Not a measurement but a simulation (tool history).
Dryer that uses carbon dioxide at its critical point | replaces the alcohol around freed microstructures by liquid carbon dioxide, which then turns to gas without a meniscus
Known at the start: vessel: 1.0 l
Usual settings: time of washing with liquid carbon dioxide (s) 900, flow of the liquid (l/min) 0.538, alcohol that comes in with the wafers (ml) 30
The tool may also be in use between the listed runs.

run   hour  time of washing with liquid carbon dioxide (s)  flow of the liquid (l/min)  alcohol that comes in with the wafers (ml)  alcohol left in the vessel before it's heated (ppm by volume)
  1      0                                             900                       0.538                                          30                                                            105
  2   20.1                                             900                       0.538                                          30                                                            103
  3   48.1                                             660                       0.538                                          30                                                            395
  4   60.2                                             900                       0.431                                          30                                                            274
  5   81.9                                             900                        0.34                                          30                                                            735
  6  105.1                                             900                        0.34                                          30                                                            734
  7  117.7                                             900                        0.34                                          30                                                            756
  8  144.5                                             900                        0.34                                          30                                                            750
  9  158.6                                             900                        0.34                                          30                                                            769
 10  173.8                                             900                        0.34                                          30                                                            753
 11  190.4                                             900                        0.34                                          30                                                            772
 12  210.2                                             900                        0.34                                          30                                                            780
 13  234.8                                             900                       0.538                                          97                                                            294
 14  251.1                                             900                       0.538                                          97                                                            295
 15  273.8                                             900                       0.538                                          97                                                            311
 16  303.9                                             900                       0.538                                          97                                                            307
 17  318.2                                             900                       0.538                                          97                                                            324
 18  345.7                                             540                       0.538                                          30                                                            956
 19  362.7                                             900                       0.775                                          30                                                             48
 20  376.4                                             900                       0.775                                          30                                                             35
 21  403.7                                             900                       0.696                                          30                                                             44
 22  426.8                                             900                       0.538                                          49                                                            192
 23  444.8                                             900                       0.538                                          49                                                            181
 24  471.8                                             900                       0.538                                          49                                                            201
 25  495.8                                             960                       0.394                                          24                                                            325
 26  519.4                                             960                       0.394                                          24                                                            330
 27  541.6                                             960                       0.394                                          24                                                            336
 28  564.2                                             960                       0.394                                          24                                                            339
 29  589.7                                             960                       0.394                                          24                                                            350
 30  606.7                                             600                       0.538                                          42                                                           1010
 31    636                                            1020                       0.573                                         102                                                            160
 32  653.3                                            1020                       0.573                                         102                                                            150
 33  665.7                                            1020                       0.573                                         102                                                            150
 34  685.5                                             900                       0.842                                          57                                                             38
 35  714.3                                             900                       0.538                                          36                                                            182
 36  739.2                                             540                       0.358                                          57                                                           6340
 37  757.4                                             720                       0.328                                          25                                                           1792
 38  773.4                                             720                       0.328                                          25                                                           1796
 39  790.8                                            1260                       0.449                                          47                                                            123
 40  812.1                                             900                       0.538                                          30                                                            168
 41  824.5                                            1260                       0.579                                          21                                                             41
 42  842.9                                            1260                       0.579                                          21                                                             53
 43  870.1                                             900                       0.357                                          30                                                            886
 44  886.8                                             900                       0.357                                          30                                                            920
 45  907.8                                             720                        0.43                                          61                                                           1985
 46  934.4                                             840                       0.538                                          45                                                            320
 47  949.8                                            1200                       0.761                                          50                                                             50

Hidden state or all else? Some run-to-run changes of alcohol left in the vessel before it's heated (ppm by volume), split into what the settings, what came in and random variation would give without the hidden state, and what is left for the hidden state (with any gauge scatter that isn't in both results):
The hidden state here: flow that reaches the vessel past the clogged filter, %; alcohol in the recycled carbon dioxide, ppm; drift of the gauge itself on alcohol_ppm, %.
Run 35 -> 36: time of washing with liquid carbon dioxide (s) 900 -> 540, flow of the liquid (l/min) 0.538 -> 0.358, alcohol that comes in with the wafers (ml) 36 -> 57. alcohol left in the vessel before it's heated (ppm by volume) +6158: hidden state +1141, all else +5017.
Run 36 -> 37: time of washing with liquid carbon dioxide (s) 540 -> 720, flow of the liquid (l/min) 0.358 -> 0.328, alcohol that comes in with the wafers (ml) 57 -> 25. alcohol left in the vessel before it's heated (ppm by volume) -4548: hidden state -792, all else -3756.
Run 38 -> 39: time of washing with liquid carbon dioxide (s) 720 -> 1260, flow of the liquid (l/min) 0.328 -> 0.449, alcohol that comes in with the wafers (ml) 25 -> 47. alcohol left in the vessel before it's heated (ppm by volume) -1673: hidden state -372, all else -1301.
Run 45 -> 46: time of washing with liquid carbon dioxide (s) 720 -> 840, flow of the liquid (l/min) 0.43 -> 0.538, alcohol that comes in with the wafers (ml) 61 -> 45. alcohol left in the vessel before it's heated (ppm by volume) -1665: hidden state -527, all else -1138.

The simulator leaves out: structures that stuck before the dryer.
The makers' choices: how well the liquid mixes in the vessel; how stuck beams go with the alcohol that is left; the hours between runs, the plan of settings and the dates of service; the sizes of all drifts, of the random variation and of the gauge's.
